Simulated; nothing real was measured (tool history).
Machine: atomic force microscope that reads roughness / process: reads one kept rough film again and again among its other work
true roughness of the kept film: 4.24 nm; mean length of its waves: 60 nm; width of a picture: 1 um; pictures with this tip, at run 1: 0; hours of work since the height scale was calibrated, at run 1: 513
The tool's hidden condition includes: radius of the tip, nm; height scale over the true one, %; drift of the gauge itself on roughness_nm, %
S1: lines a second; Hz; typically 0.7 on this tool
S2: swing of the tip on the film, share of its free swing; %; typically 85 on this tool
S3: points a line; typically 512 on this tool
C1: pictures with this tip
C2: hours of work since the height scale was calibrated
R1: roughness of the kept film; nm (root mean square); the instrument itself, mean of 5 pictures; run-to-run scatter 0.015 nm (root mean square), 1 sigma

| run | hour | S1 | S2 | S3 | C1 | C2 | R1 |
|---|---|---|---|---|---|---|---|
| 1 | 0 | 0.7 | 85 | 512 | 0 | 513 | 3.709 |
| 2 | 29.9 | 0.7 | 85 | 512 | 57 | 536 | 3.646 |
| 3 | 76.9 | 0.7 | 85 | 512 | 147 | 572 | 3.541 |
| 4 | 117.3 | 0.7 | 85 | 512 | 224 | 603 | 3.466 |
| 5 | 160 | 0.7 | 76 | 512 | 305 | 636 | 3.528 |
|  | 168.7 | new tip fitted |
| 6 | 197.4 | 0.7 | 85 | 512 | 55 | 665 | 3.652 |
| 7 | 221.6 | 0.7 | 85 | 512 | 101 | 683 | 3.584 |
| 8 | 266.8 | 0.7 | 85 | 512 | 187 | 718 | 3.522 |
| 9 | 301.5 | 0.7 | 58 | 512 | 253 | 744 | 3.689 |
|  | 338.1 | new tip fitted |
| 10 | 346 | 0.7 | 58 | 512 | 15 | 778 | 3.961 |
| 11 | 383.6 | 0.7 | 85 | 512 | 87 | 807 | 3.61 |
| 12 | 433.9 | 0.7 | 85 | 512 | 183 | 846 | 3.518 |
| 13 | 468.5 | 0.7 | 85 | 512 | 249 | 872 | 3.424 |
| 14 | 495.9 | 0.7 | 59 | 512 | 301 | 893 | 3.678 |
|  | 505.9 | new tip fitted |
| 15 | 534 | 0.7 | 59 | 512 | 54 | 922 | 3.905 |
| 16 | 564.1 | 0.7 | 59 | 512 | 111 | 946 | 3.825 |
| 17 | 605 | 0.7 | 59 | 512 | 189 | 977 | 3.75 |
| 18 | 638 | 0.7 | 59 | 512 | 252 | 1002 | 3.695 |
| 19 | 665.9 | 0.7 | 59 | 512 | 305 | 1024 | 3.656 |
|  | 677.5 | new tip fitted |
| 20 | 697.8 | 2.155 | 59 | 512 | 39 | 1048 | 3.759 |
|  | 734.3 | height scale calibrated on a step standard |
| 21 | 739.4 | 2.155 | 59 | 512 | 116 | 4 | 3.709 |
| 22 | 783.2 | 2.755 | 85 | 512 | 199 | 38 | 2.776 |
| 23 | 828.9 | 2.755 | 85 | 358 | 287 | 73 | 2.706 |
|  | 848.1 | new tip fitted |
| 24 | 855.3 | 2.755 | 85 | 358 | 14 | 93 | 2.887 |
| 25 | 906.6 | 2.755 | 85 | 610 | 111 | 132 | 2.818 |
| 26 | 946.2 | 2.755 | 85 | 610 | 187 | 162 | 2.771 |
| 27 | 988.8 | 0.908 | 85 | 335 | 268 | 195 | 3.347 |
|  | 1016.4 | new tip fitted |
| 28 | 1017.8 | 0.908 | 85 | 335 | 2 | 217 | 3.586 |
| 29 | 1051.3 | 2.004 | 86 | 616 | 66 | 243 | 3.072 |
| 30 | 1072.5 | 0.7 | 57 | 258 | 107 | 259 | 3.879 |
| 31 | 1115.8 | 0.7 | 85 | 305 | 189 | 292 | 3.52 |
| 32 | 1147.6 | 1.357 | 85 | 849 | 250 | 317 | 3.192 |
|  | 1184.2 | new tip fitted |
| 33 | 1199 | 1.357 | 85 | 849 | 28 | 356 | 3.374 |
| 34 | 1240.6 | 3.334 | 62 | 712 | 107 | 388 | 3.485 |
| 35 | 1285.7 | 3.334 | 62 | 712 | 193 | 423 | 3.392 |
| 36 | 1335.3 | 0.787 | 85 | 512 | 287 | 461 | 3.401 |
|  | 1353.4 | new tip fitted |
| 37 | 1381 | 0.787 | 85 | 512 | 53 | 495 | 3.591 |
| 38 | 1415.8 | 0.852 | 79 | 714 | 119 | 522 | 3.591 |
| 39 | 1450 | 1.976 | 61 | 898 | 184 | 548 | 3.615 |
| 40 | 1490.6 | 0.7 | 86 | 278 | 261 | 580 | 3.398 |
|  | 1521.4 | new tip fitted |
| 41 | 1521.4 | 0.7 | 86 | 278 | 0 | 603 | 3.649 |
| 42 | 1569.2 | 1.746 | 64 | 621 | 91 | 640 | 3.675 |
| 43 | 1615.7 | 2.679 | 64 | 621 | 180 | 675 | 3.417 |
| 44 | 1662 | 0.7 | 58 | 391 | 268 | 711 | 3.663 |
|  | 1691 | new tip fitted |
| 45 | 1713 | 0.7 | 58 | 391 | 42 | 750 | 3.952 |
| 46 | 1736.1 | 0.7 | 58 | 391 | 86 | 768 | 3.897 |
| 47 | 1784 | 0.657 | 58 | 488 | 177 | 804 | 3.775 |
| 48 | 1806.5 | 0.7 | 85 | 832 | 220 | 822 | 3.463 |
| 49 | 1845.4 | 0.7 | 64 | 759 | 294 | 852 | 3.631 |
|  | 1860.4 | new tip fitted |
| 50 | 1874.4 | 0.7 | 64 | 759 | 27 | 873 | 3.886 |

Subtracting, for every run, the result it would have given without the tool's unlogged condition from the measured result gives the following. The same run-to-run variation enters both numbers; the gauge's scatter may not:
| run | R1 |
|---|---|
| 1 | -0.026 |
| 2 | -0.087 |
| 3 | -0.18 |
| 4 | -0.249 |
| 5 | -0.338 |
| 6 | -0.082 |
| 7 | -0.124 |
| 8 | -0.208 |
| 9 | -0.287 |
| 10 | -0.049 |
| 11 | -0.114 |
| 12 | -0.207 |
| 13 | -0.274 |
| 14 | -0.344 |
| 15 | -0.095 |
| 16 | -0.154 |
| 17 | -0.245 |
| 18 | -0.309 |
| 19 | -0.358 |
| 20 | -0.077 |
| 21 | -0.133 |
| 22 | -0.163 |
| 23 | -0.23 |
| 24 | -0.026 |
| 25 | -0.099 |
| 26 | -0.153 |
| 27 | -0.267 |
| 28 | -0.017 |
| 29 | -0.072 |
| 30 | -0.133 |
| 31 | -0.204 |
| 32 | -0.238 |
| 33 | -0.047 |
| 34 | -0.128 |
| 35 | -0.211 |
| 36 | -0.309 |
| 37 | -0.079 |
| 38 | -0.147 |
| 39 | -0.214 |
| 40 | -0.279 |
| 41 | -0.033 |
| 42 | -0.134 |
| 43 | -0.209 |
| 44 | -0.319 |
| 45 | -0.081 |
| 46 | -0.124 |
| 47 | -0.23 |
| 48 | -0.253 |
| 49 | -0.351 |
| 50 | -0.071 |
